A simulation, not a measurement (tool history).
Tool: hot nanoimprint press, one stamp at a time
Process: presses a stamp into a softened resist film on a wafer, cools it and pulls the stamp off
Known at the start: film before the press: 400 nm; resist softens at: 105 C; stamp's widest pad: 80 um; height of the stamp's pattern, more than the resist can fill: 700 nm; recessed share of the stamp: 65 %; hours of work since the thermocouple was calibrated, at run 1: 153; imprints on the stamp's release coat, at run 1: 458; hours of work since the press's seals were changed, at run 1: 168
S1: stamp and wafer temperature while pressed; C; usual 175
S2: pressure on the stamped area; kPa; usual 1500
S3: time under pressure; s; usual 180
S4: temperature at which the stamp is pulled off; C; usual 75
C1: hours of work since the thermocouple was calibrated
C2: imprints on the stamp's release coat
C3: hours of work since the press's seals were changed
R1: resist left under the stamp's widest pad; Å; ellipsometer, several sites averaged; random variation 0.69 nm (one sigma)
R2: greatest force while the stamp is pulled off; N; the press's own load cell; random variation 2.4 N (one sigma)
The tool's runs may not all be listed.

run   hour   S1    S2   S3  S4   C1    C2   C3    R1   R2
  1      0  175  1500  180  75  153   458  168  1759  138
  2    9.7  175  1960  180  75  159   499  174  1571  130
  3   17.2  175  1960  180  75  164   531  179  1576  136
  4   28.6  175  1960  180  75  171   579  186  1593  141
  5     40  175  1960  180  75  178   628  193  1578  135
  6     46  175  1960  180  75  181   653  196  1578  136
  7   56.8  175  1960  180  75  188   699  203  1576  138
  8   65.7  175  1960  180  75  193   737  208  1577  141
  9     72  175  1500  180  75  197   764  212  1778  145
 10   76.8  175  1350  180  75  200   784  215  1832  144
 11   86.7  175  1500  180  75  206   826  221  1757  145
 12   98.5  175  1500  180  75  213   877  228  1759  151
 13    107  175  1500  180  75  218   913  233  1767  150
 14  117.9  175  1500  180  75  225   959  240  1770  149
 15  122.9  175  1500  180  75  228   980  243  1765  151
 16  128.9  175  1500  327  75  232  1006  247  1380  156
 17    137  175  1500  327  75  237  1040  252  1383  156
 18  148.9  164  1500  257  67  244  1091  259  2404  183
 19    154  164  1500  257  73  247  1112  262  2396  171
     157.7  -- plate thermocouple calibrated
 20  165.1  175  1840  180  75    5  1147  267  1632  169
 21  175.5  175  1840  180  75   11  1191  273  1635  165
 22  184.4  177  1840  180  75   16  1229  279  1508  166
     193.7  -- plate thermocouple calibrated, once more
 23    199  185  1060  220  70    3  1278  286  1271  182
 24  208.4  185  1060  220  70    9  1318  292  1277  193
 25  214.2  185  1060  220  70   12  1342  295  1266  182
 26  219.1  186  1050  180  75   16  1363  298  1350  173
 27    227  186  1050  180  75   20  1397  303  1339  179
 28  235.8  186  1050  180  75   26  1434  308  1340  178
 29  247.4  175  1500  268  75   33  1484  315  1502  188
 30  252.9  175  1500  268  75   36  1507  319  1485  190

4 ways to go on from here, each from the tool as it stands after run 30. What would each give?
  A  260.3  168  1500   98  71  41  1538  323   ?   ?
  B  260.3  175  1500  268  78  41  1538  323   ?   ?
  C  260.3  175  1500  268  76  41  1538  323   ?   ?
  D  260.3  175  1540  180  64  41  1538  323   ?   ?

run    R1   R2
  A  2771  202
  B  1494  173
  C  1487  179
  D  1744  207
Without the tool's hidden state the same runs would have given:
run    R1   R2
  A  2743  123
  B  1471  105
  C  1464  109
  D  1718  126
